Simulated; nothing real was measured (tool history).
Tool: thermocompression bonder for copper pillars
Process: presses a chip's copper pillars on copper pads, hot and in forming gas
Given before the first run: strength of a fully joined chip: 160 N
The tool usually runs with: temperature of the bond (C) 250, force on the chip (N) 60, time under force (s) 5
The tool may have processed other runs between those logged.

run    day  temperature of the bond (C)  force on the chip (N)  time under force (s)  force that shears a chip off (N)
  1      0                          250                     60                     5                              95.8
  2  0.421                          250                     51                     5                                88
  3  0.767                          250                     51                     5                              89.9
  4  1.125                          250                     51                     5                              87.4
  5    1.7                          250                     51                     5                              89.3
  6  2.129                          250                     60                     7                             104.7
  7  2.592                          250                     60                     9                             113.7
  8  3.046                          250                     67                     5                              99.9
  9  3.521                          256                     43                    12                             112.6
 10  4.112                          256                     48                    12                             118.8
 11  4.446                          222                     60                    11                                90
 12  4.733                          222                     60                    11                              89.7
 13  5.088                          222                     60                     3                              55.2
 14  5.458                          222                     60                     3                              56.6
 15  5.858                          222                     60                     3                                56

Consider 4 possible next runs. They are alternatives, not a sequence: every one starts from the tool as it was left by run 15. What does each give?
     6.117  -- forming gas filter changed
  A  6.304                          222                     45                     3                                 ?
     6.117  -- forming gas filter changed
  B  6.304                          262                     60                     5                                 ?
     6.117  -- forming gas filter changed
  C  6.304                          222                     60                     9                                 ?
     6.117  -- forming gas filter changed
  D  6.304                          222                     45                     5                                 ?

run  force that shears a chip off (N)
  A                              47.3
  B                             107.9
  C                              84.5
  D                              59.3
Take away the tool's hidden state, keep each run's random variation, and the runs would have read:
run  force that shears a chip off (N)
  A                              47.4
  B                               108
  C                              84.6
  D                              59.3
